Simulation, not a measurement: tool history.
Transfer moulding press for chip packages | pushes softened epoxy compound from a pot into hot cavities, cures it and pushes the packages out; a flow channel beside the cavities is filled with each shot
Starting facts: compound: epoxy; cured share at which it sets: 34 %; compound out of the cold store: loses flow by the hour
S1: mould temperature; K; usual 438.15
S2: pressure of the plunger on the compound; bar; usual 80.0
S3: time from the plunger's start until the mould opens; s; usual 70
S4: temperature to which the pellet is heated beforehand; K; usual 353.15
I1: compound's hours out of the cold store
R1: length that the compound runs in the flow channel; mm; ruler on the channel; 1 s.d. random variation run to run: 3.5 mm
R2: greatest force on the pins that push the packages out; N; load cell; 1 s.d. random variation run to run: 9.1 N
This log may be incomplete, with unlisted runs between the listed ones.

{"run": 1, "day": 0.0, "S1": 438.15, "S2": 80.0, "S3": 70, "S4": 353.15, "I1": 32.8, "R1": 560, "R2": 615}
{"day": 0.821, "done": "cavities cleaned with cleaning compound and waxed"}
{"run": 2, "day": 0.892, "S1": 438.15, "S2": 80.0, "S3": 70, "S4": 353.15, "I1": 23.3, "R1": 583, "R2": 768}
{"run": 3, "day": 1.404, "S1": 438.15, "S2": 80.0, "S3": 70, "S4": 353.15, "I1": 24.1, "R1": 579, "R2": 734}
{"run": 4, "day": 1.967, "S1": 438.15, "S2": 80.0, "S3": 70, "S4": 353.15, "I1": 29.8, "R1": 557, "R2": 687}
{"run": 5, "day": 3.146, "S1": 438.15, "S2": 80.0, "S3": 70, "S4": 353.15, "I1": 14.3, "R1": 610, "R2": 723}
{"run": 6, "day": 3.879, "S1": 441.15, "S2": 80.0, "S3": 70, "S4": 353.15, "I1": 9.5, "R1": 606, "R2": 623}
{"day": 4.058, "done": "cavities cleaned with cleaning compound and waxed, once more"}
{"run": 7, "day": 4.629, "S1": 441.15, "S2": 80.0, "S3": 70, "S4": 353.15, "I1": 20.1, "R1": 579, "R2": 419}
{"day": 5.308, "done": "plunger's sealing rings changed"}
{"run": 8, "day": 5.804, "S1": 438.15, "S2": 80.0, "S3": 70, "S4": 353.15, "I1": 23.5, "R1": 632, "R2": 579}
{"run": 9, "day": 6.383, "S1": 438.15, "S2": 68.6, "S3": 70, "S4": 353.15, "I1": 37.0, "R1": 542, "R2": 595}
{"day": 7.646, "done": "cavities cleaned with cleaning compound and waxed"}
{"run": 10, "day": 7.646, "S1": 438.15, "S2": 82.0, "S3": 70, "S4": 353.15, "I1": 44.2, "R1": 572, "R2": 389}
{"run": 11, "day": 8.338, "S1": 433.15, "S2": 82.0, "S3": 70, "S4": 353.15, "I1": 38.8, "R1": 587, "R2": 647}
{"run": 12, "day": 9.15, "S1": 433.15, "S2": 82.0, "S3": 70, "S4": 353.15, "I1": 47.4, "R1": 569, "R2": 735}
{"run": 13, "day": 10.217, "S1": 433.15, "S2": 82.0, "S3": 70, "S4": 353.15, "I1": 48.0, "R1": 555, "R2": 803}
{"run": 14, "day": 10.758, "S1": 438.15, "S2": 80.0, "S3": 70, "S4": 353.15, "I1": 16.0, "R1": 637, "R2": 633}
{"day": 11.171, "done": "cavities cleaned with cleaning compound and waxed"}
{"run": 15, "day": 12.062, "S1": 440.15, "S2": 86.4, "S3": 54, "S4": 353.15, "I1": 24.4, "R1": 618, "R2": 827}
{"run": 16, "day": 12.767, "S1": 443.15, "S2": 99.1, "S3": 72, "S4": 345.15, "I1": 37.4, "R1": 622, "R2": 462}
{"run": 17, "day": 13.892, "S1": 443.15, "S2": 99.1, "S3": 72, "S4": 345.15, "I1": 29.6, "R1": 642, "R2": 495}
{"run": 18, "day": 14.483, "S1": 441.15, "S2": 72.3, "S3": 54, "S4": 353.15, "I1": 40.0, "R1": 520, "R2": 916}
{"day": 14.646, "done": "cavities cleaned with cleaning compound and waxed"}
{"run": 19, "day": 15.15, "S1": 438.15, "S2": 80.0, "S3": 70, "S4": 361.15, "I1": 8.6, "R1": 645, "R2": 496}
{"run": 20, "day": 16.258, "S1": 438.15, "S2": 73.1, "S3": 70, "S4": 351.15, "I1": 33.8, "R1": 542, "R2": 572}
{"run": 21, "day": 17.133, "S1": 431.15, "S2": 80.0, "S3": 70, "S4": 353.15, "I1": 46.2, "R1": 538, "R2": 941}
{"day": 18.142, "done": "cavities cleaned with cleaning compound and waxed"}
{"run": 22, "day": 18.271, "S1": 444.15, "S2": 80.0, "S3": 70, "S4": 353.15, "I1": 20.7, "R1": 588, "R2": 339}
{"run": 23, "day": 19.312, "S1": 444.15, "S2": 80.0, "S3": 70, "S4": 353.15, "I1": 10.4, "R1": 616, "R2": 430}
{"run": 24, "day": 20.071, "S1": 444.15, "S2": 80.0, "S3": 70, "S4": 353.15, "I1": 33.8, "R1": 547, "R2": 467}
{"run": 25, "day": 21.308, "S1": 444.15, "S2": 87.8, "S3": 70, "S4": 360.15, "I1": 9.8, "R1": 641, "R2": 507}
{"day": 21.621, "done": "cavities cleaned with cleaning compound and waxed"}
{"run": 26, "day": 22.025, "S1": 444.15, "S2": 87.8, "S3": 70, "S4": 360.15, "I1": 24.4, "R1": 589, "R2": 383}
{"run": 27, "day": 22.821, "S1": 444.15, "S2": 87.8, "S3": 70, "S4": 360.15, "I1": 27.4, "R1": 579, "R2": 419}
{"run": 28, "day": 23.471, "S1": 442.15, "S2": 66.5, "S3": 69, "S4": 350.15, "I1": 44.2, "R1": 465, "R2": 473}

3 options for the next run, each taken on its own from the tool as it stands now. Forecast them:
{"day": 23.625, "done": "plunger's sealing rings changed"}
{"run": "A", "day": 24.629, "S1": 442.15, "S2": 66.5, "S3": 61, "S4": 350.15, "I1": 37.7, "R1": "?", "R2": "?"}
{"day": 23.625, "done": "plunger's sealing rings changed"}
{"run": "B", "day": 24.629, "S1": 442.15, "S2": 83.8, "S3": 69, "S4": 355.15, "I1": 32.0, "R1": "?", "R2": "?"}
{"day": 23.625, "done": "plunger's sealing rings changed"}
{"run": "C", "day": 24.629, "S1": 444.15, "S2": 85.0, "S3": 72, "S4": 350.15, "I1": 39.5, "R1": "?", "R2": "?"}

run=A R1=533 R2=662
run=B R1=616 R2=533
run=C R1=594 R2=469
With the hidden condition removed and each run's random variation left untouched, the same runs would have given:
run=A R1=537 R2=418
run=B R1=620 R2=341
run=C R1=598 R2=298
